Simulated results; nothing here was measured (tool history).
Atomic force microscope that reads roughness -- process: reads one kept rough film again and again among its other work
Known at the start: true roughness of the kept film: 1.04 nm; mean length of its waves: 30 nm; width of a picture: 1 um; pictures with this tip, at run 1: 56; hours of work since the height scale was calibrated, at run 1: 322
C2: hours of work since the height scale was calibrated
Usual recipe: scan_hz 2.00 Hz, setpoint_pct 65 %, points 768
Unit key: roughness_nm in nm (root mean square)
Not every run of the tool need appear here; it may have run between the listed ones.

Run 1, hour 0.0: usual settings; pictures with this tip 56; C2 322. Result: roughness_nm 0.925 nm (root mean square).
Run 2, hour 68.3: usual settings; pictures with this tip 154; C2 350. Result: roughness_nm 0.920 nm (root mean square).
Run 3, hour 139.6: usual settings; pictures with this tip 256; C2 380. Result: roughness_nm 0.911 nm (root mean square).
Run 4, hour 171.1: usual settings; pictures with this tip 301; C2 393. Result: roughness_nm 0.931 nm (root mean square).
At hour 195.0: new tip fitted.
Run 5, hour 207.7: usual settings; pictures with this tip 18; C2 408. Result: roughness_nm 0.921 nm (root mean square).
Run 6, hour 277.0: usual settings; pictures with this tip 117; C2 437. Result: roughness_nm 0.914 nm (root mean square).
Run 7, hour 328.5: usual settings; pictures with this tip 191; C2 459. Result: roughness_nm 0.913 nm (root mean square).
Run 8, hour 367.8: usual settings; pictures with this tip 247; C2 475. Result: roughness_nm 0.922 nm (root mean square).
At hour 428.1: new tip fitted.
Run 9, hour 443.3: usual settings; pictures with this tip 22; C2 506. Result: roughness_nm 0.921 nm (root mean square).
Run 10, hour 475.0: usual settings; pictures with this tip 67; C2 520. Result: roughness_nm 0.921 nm (root mean square).
Run 11, hour 548.2: usual settings; pictures with this tip 172; C2 550. Result: roughness_nm 0.907 nm (root mean square).
Run 12, hour 589.1: usual settings but points 290; pictures with this tip 231; C2 567. Result: roughness_nm 0.903 nm (root mean square).
Run 13, hour 619.9: usual settings but setpoint_pct 86 %, points 290; pictures with this tip 275; C2 580. Result: roughness_nm 0.792 nm (root mean square).
At hour 658.5: new tip fitted.
Run 14, hour 681.4: usual settings but setpoint_pct 86 %, points 290; pictures with this tip 33; C2 605. Result: roughness_nm 0.793 nm (root mean square).
Run 15, hour 735.3: usual settings but setpoint_pct 86 %, points 290; pictures with this tip 110; C2 628. Result: roughness_nm 0.785 nm (root mean square).
Run 16, hour 802.3: usual settings; pictures with this tip 206; C2 656. Result: roughness_nm 0.918 nm (root mean square).
Run 17, hour 838.1: usual settings but setpoint_pct 70 %; pictures with this tip 257; C2 671. Result: roughness_nm 0.889 nm (root mean square).
At hour 892.3: new tip fitted.
Run 18, hour 897.1: usual settings but setpoint_pct 70 %; pictures with this tip 7; C2 695. Result: roughness_nm 0.902 nm (root mean square).
Run 19, hour 955.0: usual settings but setpoint_pct 70 %; pictures with this tip 90; C2 719. Result: roughness_nm 0.890 nm (root mean square).
Run 20, hour 1017.8: usual settings but setpoint_pct 70 %; pictures with this tip 179; C2 746. Result: roughness_nm 0.888 nm (root mean square).
Run 21, hour 1063.2: usual settings but setpoint_pct 57 %; pictures with this tip 244; C2 765. Result: roughness_nm 0.945 nm (root mean square).
Run 22, hour 1119.3: usual settings but setpoint_pct 71 %; pictures with this tip 325; C2 788. Result: roughness_nm 0.886 nm (root mean square).
At hour 1123.1: new tip fitted.
Run 23, hour 1155.8: usual settings but points 288; pictures with this tip 47; C2 803. Result: roughness_nm 0.906 nm (root mean square).
Run 24, hour 1198.0: usual settings but scan_hz 0.97 Hz, setpoint_pct 68 %, points 279; pictures with this tip 108; C2 821. Result: roughness_nm 0.927 nm (root mean square).
Run 25, hour 1241.3: usual settings but setpoint_pct 66 %, points 279; pictures with this tip 170; C2 839. Result: roughness_nm 0.889 nm (root mean square).
Run 26, hour 1277.3: usual settings but scan_hz 2.69 Hz, setpoint_pct 67 %; pictures with this tip 221; C2 854. Result: roughness_nm 0.880 nm (root mean square).
Run 27, hour 1345.9: usual settings but points 408; pictures with this tip 319; C2 882. Result: roughness_nm 0.912 nm (root mean square).
At hour 1355.6: new tip fitted.
Run 28, hour 1412.7: usual settings but setpoint_pct 58 %, points 767; pictures with this tip 82; C2 910. Result: roughness_nm 0.953 nm (root mean square).
Run 29, hour 1454.5: usual settings but scan_hz 1.34 Hz, points 307; pictures with this tip 142; C2 927. Result: roughness_nm 0.926 nm (root mean square).
Run 30, hour 1519.6: usual settings but scan_hz 0.60 Hz, points 407; pictures with this tip 235; C2 955. Result: roughness_nm 0.963 nm (root mean square).
Run 31, hour 1573.8: usual settings but scan_hz 0.60 Hz, points 407; pictures with this tip 313; C2 977. Result: roughness_nm 0.965 nm (root mean square).
At hour 1585.8: new tip fitted.
Run 32, hour 1608.6: usual settings but scan_hz 0.58 Hz, points 622; pictures with this tip 33; C2 992. Result: roughness_nm 0.963 nm (root mean square).
Run 33, hour 1639.2: usual settings but scan_hz 0.58 Hz, setpoint_pct 64 %, points 267; pictures with this tip 76; C2 1004. Result: roughness_nm 0.952 nm (root mean square).
Run 34, hour 1692.1: usual settings but scan_hz 0.58 Hz, setpoint_pct 64 %, points 267; pictures with this tip 152; C2 1026. Result: roughness_nm 0.951 nm (root mean square).
Run 35, hour 1760.9: usual settings but scan_hz 1.39 Hz, setpoint_pct 72 %; pictures with this tip 250; C2 1055. Result: roughness_nm 0.907 nm (root mean square).
Run 36, hour 1805.8: usual settings but scan_hz 1.39 Hz, setpoint_pct 72 %; pictures with this tip 315; C2 1074. Result: roughness_nm 0.906 nm (root mean square).
At hour 1816.4: new tip fitted.
Run 37, hour 1868.9: usual settings but scan_hz 0.50 Hz, setpoint_pct 72 %, points 650; pictures with this tip 75; C2 1100. Result: roughness_nm 0.964 nm (root mean square).
Run 38, hour 1930.6: usual settings but scan_hz 0.50 Hz, setpoint_pct 72 %, points 650; pictures with this tip 164; C2 1126. Result: roughness_nm 0.961 nm (root mean square).
Run 39, hour 1963.1: usual settings but scan_hz 0.50 Hz, setpoint_pct 72 %, points 650; pictures with this tip 210; C2 1139. Result: roughness_nm 0.956 nm (root mean square).
Run 40, hour 2012.3: usual settings but scan_hz 1.66 Hz, setpoint_pct 76 %, points 926; pictures with this tip 280; C2 1160. Result: roughness_nm 0.881 nm (root mean square).
At hour 2050.5: new tip fitted.
Run 41, hour 2086.1: usual settings but scan_hz 1.66 Hz, setpoint_pct 76 %, points 926; pictures with this tip 51; C2 1190. Result: roughness_nm 0.886 nm (root mean square).
Run 42, hour 2146.1: usual settings but scan_hz 1.25 Hz, setpoint_pct 76 %, points 926; pictures with this tip 137; C2 1215. Result: roughness_nm 0.906 nm (root mean square).
Run 43, hour 2177.4: usual settings but scan_hz 1.25 Hz, setpoint_pct 76 %, points 926; pictures with this tip 182; C2 1228. Result: roughness_nm 0.909 nm (root mean square).
Run 44, hour 2243.5: usual settings but scan_hz 1.25 Hz, setpoint_pct 76 %, points 926; pictures with this tip 276; C2 1256. Result: roughness_nm 0.907 nm (root mean square).
At hour 2280.7: new tip fitted.
Run 45, hour 2280.7: usual settings but scan_hz 1.53 Hz, setpoint_pct 86 %, points 903; pictures with this tip 0; C2 1271. Result: roughness_nm 0.829 nm (root mean square).
Run 46, hour 2326.6: usual settings but scan_hz 1.56 Hz, setpoint_pct 63 %, points 903; pictures with this tip 66; C2 1290. Result: roughness_nm 0.934 nm (root mean square).

How the hidden state differs across the entries between the runs, from the last listed run before each to the first after it:
Logged between run 4 and run 5: new tip fitted (hour 195.0)
  radius of the tip, nm: 11.2 -> 10.1
  measured result minus the result with no hidden state, roughness_nm: -0.005 -> -0.001 nm (root mean square)
Logged between run 8 and run 9: new tip fitted (hour 428.1)
  radius of the tip, nm: 11 -> 10.1
  measured result minus the result with no hidden state, roughness_nm: -0.004 -> -0.001 nm (root mean square)
Logged between run 13 and run 14: new tip fitted (hour 658.5)
  radius of the tip, nm: 11.1 -> 10.1
  measured result minus the result with no hidden state, roughness_nm: -0.004 -> -0.001 nm (root mean square)
Logged between run 17 and run 18: new tip fitted (hour 892.3)
  radius of the tip, nm: 11.1 -> 10
  measured result minus the result with no hidden state, roughness_nm: -0.004 -> +0.000 nm (root mean square)
Logged between run 22 and run 23: new tip fitted (hour 1123.1)
  radius of the tip, nm: 11.3 -> 10.2
  measured result minus the result with no hidden state, roughness_nm: -0.005 -> -0.001 nm (root mean square)
Logged between run 27 and run 28: new tip fitted (hour 1355.6)
  radius of the tip, nm: 11.3 -> 10.4
  measured result minus the result with no hidden state, roughness_nm: -0.005 -> -0.001 nm (root mean square)
Logged between run 31 and run 32: new tip fitted (hour 1585.8)
  radius of the tip, nm: 11.3 -> 10.2
  measured result minus the result with no hidden state, roughness_nm: -0.006 -> -0.001 nm (root mean square)
Logged between run 36 and run 37: new tip fitted (hour 1816.4)
  radius of the tip, nm: 11.2 -> 10.3
  measured result minus the result with no hidden state, roughness_nm: -0.006 -> -0.001 nm (root mean square)
Logged between run 40 and run 41: new tip fitted (hour 2050.5)
  radius of the tip, nm: 11.1 -> 10.2
  measured result minus the result with no hidden state, roughness_nm: -0.005 -> -0.001 nm (root mean square)
Logged between run 44 and run 45: new tip fitted (hour 2280.7)
  radius of the tip, nm: 11.1 -> 10
  measured result minus the result with no hidden state, roughness_nm: -0.005 -> +0.000 nm (root mean square)
